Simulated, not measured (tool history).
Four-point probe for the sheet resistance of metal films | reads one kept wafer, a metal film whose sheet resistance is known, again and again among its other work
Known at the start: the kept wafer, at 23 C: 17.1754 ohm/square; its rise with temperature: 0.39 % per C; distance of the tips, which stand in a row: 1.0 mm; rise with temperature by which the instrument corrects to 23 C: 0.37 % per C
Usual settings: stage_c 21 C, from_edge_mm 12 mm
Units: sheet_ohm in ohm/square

Run 1, hour 0.0: usual settings. Result: sheet_ohm 17.282643 ohm/square.
Run 2, hour 34.7: usual settings. Result: sheet_ohm 17.283131 ohm/square.
Run 3, hour 60.6: usual settings. Result: sheet_ohm 17.288600 ohm/square.
Run 4, hour 97.0: usual settings. Result: sheet_ohm 17.285219 ohm/square.
Run 5, hour 130.1: usual settings. Result: sheet_ohm 17.288960 ohm/square.
Run 6, hour 173.0: usual settings. Result: sheet_ohm 17.288703 ohm/square.
Run 7, hour 198.8: usual settings but from_edge_mm 4 mm. Result: sheet_ohm 17.777090 ohm/square.
Run 8, hour 236.6: usual settings but from_edge_mm 4 mm. Result: sheet_ohm 17.791096 ohm/square.
Run 9, hour 272.9: usual settings but from_edge_mm 4 mm. Result: sheet_ohm 17.786378 ohm/square.
Run 10, hour 299.7: usual settings but from_edge_mm 4 mm. Result: sheet_ohm 17.786805 ohm/square.
Run 11, hour 319.5: usual settings but stage_c 19 C, from_edge_mm 39 mm. Result: sheet_ohm 17.226456 ohm/square.
Run 12, hour 356.4: usual settings but stage_c 33 C, from_edge_mm 25 mm. Result: sheet_ohm 17.273464 ohm/square.
Run 13, hour 392.0: usual settings but stage_c 23 C, from_edge_mm 4 mm. Result: sheet_ohm 17.794026 ohm/square.
Run 14, hour 422.6: usual settings but stage_c 23 C, from_edge_mm 4 mm. Result: sheet_ohm 17.797317 ohm/square.
Run 15, hour 461.3: usual settings but from_edge_mm 3 mm. Result: sheet_ohm 18.200723 ohm/square.
Run 16, hour 484.2: usual settings but stage_c 20 C, from_edge_mm 18 mm. Result: sheet_ohm 17.257784 ohm/square.
Run 17, hour 512.1: usual settings but stage_c 27 C. Result: sheet_ohm 17.307113 ohm/square.
Run 18, hour 532.0: usual settings but stage_c 19 C, from_edge_mm 67 mm. Result: sheet_ohm 17.229458 ohm/square.
Run 19, hour 575.3: usual settings but stage_c 23 C, from_edge_mm 3 mm. Result: sheet_ohm 18.209387 ohm/square.
Run 20, hour 595.9: usual settings but stage_c 23 C, from_edge_mm 3 mm. Result: sheet_ohm 18.208555 ohm/square.

5 ways to go on from here, each from the tool as it stands after run 20. What would each give?
Run A, hour 621.0: usual settings but stage_c 20 C, from_edge_mm 17 mm. Result: sheet_ohm ?.
Run B, hour 621.0: usual settings but stage_c 23 C, from_edge_mm 17 mm. Result: sheet_ohm ?.
Run C, hour 621.0: usual settings but stage_c 35 C, from_edge_mm 10 mm. Result: sheet_ohm ?.
Run D, hour 621.0: usual settings but stage_c 18 C. Result: sheet_ohm ?.
Run E, hour 621.0: usual settings but stage_c 33 C, from_edge_mm 3 mm. Result: sheet_ohm ?.

run  sheet_ohm
  A  17.264689
  B  17.273397
  C  17.359618
  D  17.298884
  E  18.237568
Without the tool's hidden state the same runs would have given:
run  sheet_ohm
  A  17.200437
  B  17.209502
  C  17.296888
  D  17.234244
  E  18.171554
